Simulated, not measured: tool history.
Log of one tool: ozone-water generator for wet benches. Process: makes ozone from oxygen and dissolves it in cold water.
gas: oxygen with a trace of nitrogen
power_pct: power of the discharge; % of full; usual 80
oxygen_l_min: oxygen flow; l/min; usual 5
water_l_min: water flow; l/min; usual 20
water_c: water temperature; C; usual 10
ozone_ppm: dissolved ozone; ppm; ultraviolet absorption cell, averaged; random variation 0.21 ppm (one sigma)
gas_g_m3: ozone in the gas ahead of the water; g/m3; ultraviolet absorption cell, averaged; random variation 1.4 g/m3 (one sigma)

{"run": 1, "hour": 0.0, "power_pct": 80, "oxygen_l_min": 5, "water_l_min": 20, "water_c": 10, "ozone_ppm": 29.2, "gas_g_m3": 265.3}
{"run": 2, "hour": 57.0, "power_pct": 80, "oxygen_l_min": 5, "water_l_min": 13, "water_c": 10, "ozone_ppm": 40.6, "gas_g_m3": 264.6}
{"run": 3, "hour": 169.3, "power_pct": 80, "oxygen_l_min": 5, "water_l_min": 13, "water_c": 10, "ozone_ppm": 40.0, "gas_g_m3": 264.8}
{"run": 4, "hour": 288.6, "power_pct": 80, "oxygen_l_min": 5, "water_l_min": 13, "water_c": 10, "ozone_ppm": 40.3, "gas_g_m3": 261.4}
{"run": 5, "hour": 382.6, "power_pct": 80, "oxygen_l_min": 5, "water_l_min": 13, "water_c": 10, "ozone_ppm": 39.9, "gas_g_m3": 263.1}
{"run": 6, "hour": 436.4, "power_pct": 80, "oxygen_l_min": 5, "water_l_min": 20, "water_c": 10, "ozone_ppm": 28.3, "gas_g_m3": 263.9}
{"run": 7, "hour": 532.5, "power_pct": 80, "oxygen_l_min": 5, "water_l_min": 20, "water_c": 10, "ozone_ppm": 28.4, "gas_g_m3": 265.0}
{"run": 8, "hour": 583.9, "power_pct": 80, "oxygen_l_min": 5, "water_l_min": 20, "water_c": 10, "ozone_ppm": 28.3, "gas_g_m3": 262.4}
{"run": 9, "hour": 676.3, "power_pct": 80, "oxygen_l_min": 5, "water_l_min": 20, "water_c": 10, "ozone_ppm": 28.3, "gas_g_m3": 261.7}
{"hour": 721.9, "done": "water thermometer calibrated"}
{"run": 10, "hour": 761.3, "power_pct": 80, "oxygen_l_min": 5, "water_l_min": 20, "water_c": 10, "ozone_ppm": 27.8, "gas_g_m3": 259.9}
{"run": 11, "hour": 867.1, "power_pct": 80, "oxygen_l_min": 5, "water_l_min": 20, "water_c": 10, "ozone_ppm": 27.9, "gas_g_m3": 260.6}
{"hour": 896.5, "done": "water thermometer calibrated, once more"}
{"run": 12, "hour": 981.7, "power_pct": 80, "oxygen_l_min": 5, "water_l_min": 20, "water_c": 10, "ozone_ppm": 28.2, "gas_g_m3": 259.8}
{"run": 13, "hour": 1073.0, "power_pct": 80, "oxygen_l_min": 5, "water_l_min": 20, "water_c": 10, "ozone_ppm": 28.3, "gas_g_m3": 258.3}
{"run": 14, "hour": 1174.3, "power_pct": 80, "oxygen_l_min": 5, "water_l_min": 31, "water_c": 10, "ozone_ppm": 19.0, "gas_g_m3": 263.0}
{"run": 15, "hour": 1224.6, "power_pct": 80, "oxygen_l_min": 5, "water_l_min": 20, "water_c": 10, "ozone_ppm": 27.8, "gas_g_m3": 259.5}
{"run": 16, "hour": 1275.1, "power_pct": 80, "oxygen_l_min": 5, "water_l_min": 20, "water_c": 10, "ozone_ppm": 28.1, "gas_g_m3": 260.5}
{"run": 17, "hour": 1359.6, "power_pct": 80, "oxygen_l_min": 5, "water_l_min": 20, "water_c": 10, "ozone_ppm": 27.9, "gas_g_m3": 257.9}
{"run": 18, "hour": 1412.6, "power_pct": 80, "oxygen_l_min": 5, "water_l_min": 20, "water_c": 10, "ozone_ppm": 27.7, "gas_g_m3": 258.0}
{"run": 19, "hour": 1508.8, "power_pct": 96, "oxygen_l_min": 5, "water_l_min": 20, "water_c": 8, "ozone_ppm": 32.1, "gas_g_m3": 294.0}
{"run": 20, "hour": 1561.3, "power_pct": 96, "oxygen_l_min": 5, "water_l_min": 20, "water_c": 8, "ozone_ppm": 32.3, "gas_g_m3": 291.6}
{"run": 21, "hour": 1617.4, "power_pct": 96, "oxygen_l_min": 5, "water_l_min": 20, "water_c": 8, "ozone_ppm": 32.0, "gas_g_m3": 292.4}
{"run": 22, "hour": 1675.1, "power_pct": 75, "oxygen_l_min": 5, "water_l_min": 20, "water_c": 8, "ozone_ppm": 27.3, "gas_g_m3": 246.7}
{"run": 23, "hour": 1783.8, "power_pct": 75, "oxygen_l_min": 5, "water_l_min": 20, "water_c": 8, "ozone_ppm": 27.3, "gas_g_m3": 248.4}
{"run": 24, "hour": 1855.3, "power_pct": 75, "oxygen_l_min": 5, "water_l_min": 20, "water_c": 8, "ozone_ppm": 26.9, "gas_g_m3": 245.5}

Forecast run 25:
{"run": 25, "hour": 1919.2, "power_pct": 75, "oxygen_l_min": 5, "water_l_min": 20, "water_c": 8, "ozone_ppm": "?", "gas_g_m3": "?"}

{"run 25": {"ozone_ppm": 27.1, "gas_g_m3": 245.3}}
Without the tool's hidden state the same run would have given ozone_ppm 29.7 ppm, gas_g_m3 253.6 g/m3.

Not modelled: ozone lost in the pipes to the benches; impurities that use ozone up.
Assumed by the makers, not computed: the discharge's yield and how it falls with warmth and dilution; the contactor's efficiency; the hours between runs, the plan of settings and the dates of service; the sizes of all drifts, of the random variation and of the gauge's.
